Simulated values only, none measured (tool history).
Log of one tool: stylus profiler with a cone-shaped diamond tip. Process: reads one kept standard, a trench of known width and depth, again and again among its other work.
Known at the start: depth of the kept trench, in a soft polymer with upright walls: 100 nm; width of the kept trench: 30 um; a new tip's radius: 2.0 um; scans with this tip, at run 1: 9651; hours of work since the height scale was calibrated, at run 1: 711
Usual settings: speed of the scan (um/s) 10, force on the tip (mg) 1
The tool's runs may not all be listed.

run,day,speed of the scan (um/s),force on the tip (mg),scans with this tip,hours of work since the height scale was calibrated,depth of the trench (angstrom),width of the trench's floor (nm)
1,0,10,1,9651,711,1004.3,28510
2,2.304,10,1,10113,745,1003.2,28520
3,4.554,10,0.95,10565,779,1003.4,28500
4,6.625,20,1,10981,809,1002.3,28360
5,8.721,20,1,11400,840,1002.3,28370
6,10.962,20,1,11851,873,1004,28320
7,13.262,20,1,12312,907,1002.4,28350
8,15.021,10,1,12664,933,1001.7,28440
9,17.408,10,1,13144,969,1002.7,28430
10,19.762,10,1,13616,1004,1003.5,28450
11,21.254,10,1,13915,1026,1003,28380
12,22.467,39,1,14158,1044,1001.8,28050
13,24.804,39,1,14627,1078,1003.6,28120
14,27.175,39,1,15103,1113,1001.5,28110
15,29.954,39,1,15660,1154,1003.6,28110
16,32.717,20,1,16215,1195,1002.4,28260
17,34.921,10,1,16657,1228,1001.1,28360
18,36.783,5,1,17030,1255,1002.2,28430
# day 37.008: height scale calibrated on a step standard
19,38.912,10,1,17454,28,1000.9,28370
20,40.546,10,1,17781,52,1000.5,28360
21,42.529,10,1,18179,82,1000.7,28320
22,44.433,10,1,18561,110,1000.6,28380
23,46.8,10,1,19036,145,1001.1,28350
24,48.675,10,0.5,19412,172,997.6,28270
# day 50.3: height scale calibrated on a step standard, once more
25,50.3,4,1.62,19734,0,1006.9,28410
26,52.658,10,0.88,20207,35,1003.9,28330
27,54.838,11,0.54,20645,67,1003.3,28320
28,57.358,10,0.46,21150,104,1003.9,28220
29,59.492,25,1.63,21578,136,1008.1,28220
30,61.975,5,0.96,22076,173,1003.6,28330
31,64.2,5,0.96,22522,206,1005.4,28350
32,66.017,5,0.96,22887,232,1004.5,28320
33,68.321,17,1.88,23350,266,1007,28250
34,70.696,17,1.88,23826,302,1008.7,28230
35,73.062,18,2.36,24301,337,1009.6,28240
36,75.333,18,2.36,24756,370,1008.2,28230
37,77.696,18,2.36,25230,405,1008.4,28240
38,80.312,10,2.33,25755,444,1008.4,28240
39,81.592,10,2.33,26011,463,1006.5,28260
40,83.008,4,1,26296,484,1003.5,28330
41,85.633,4,1,26823,522,1006,28270
42,86.85,18,2.66,27067,540,1008.1,28250
43,88.296,7,1.66,27357,562,1005.2,28260
44,89.754,7,1.66,27649,583,1005.6,28240
45,91.508,30,0.7,28001,609,1002.2,27940
46,93.908,8,1.66,28483,645,1005.2,28250

Some steps in depth of the trench (angstrom) between neighbouring runs. How much of each would the tool show without its hidden state too (settings, what came in, random variation), and how much is left for the hidden state, with any gauge scatter that isn't in both results?
The hidden state here: radius of the tip, um; height scale over the true one, %; drift of the gauge itself on depth_nm, %; drift of the gauge itself on floor_um, %.
Run 2 -> 3: force on the tip (mg) 1 -> 0.95. depth of the trench (angstrom) +0.2: hidden state -0.2, all else +0.4.
Run 18 -> 19: speed of the scan (um/s) 5 -> 10, height scale calibrated on a step standard. depth of the trench (angstrom) -1.3: hidden state -0.7, all else -0.6.
Run 24 -> 25: speed of the scan (um/s) 10 -> 4, force on the tip (mg) 0.5 -> 1.62, height scale calibrated on a step standard, once more. depth of the trench (angstrom) +9.3: hidden state +4.7, all else +4.6.
Run 28 -> 29: speed of the scan (um/s) 10 -> 25, force on the tip (mg) 0.46 -> 1.63. depth of the trench (angstrom) +4.2: hidden state -0.1, all else +4.3.
Run 29 -> 30: speed of the scan (um/s) 25 -> 5, force on the tip (mg) 1.63 -> 0.96. depth of the trench (angstrom) -4.5: hidden state -0.1, all else -4.4.
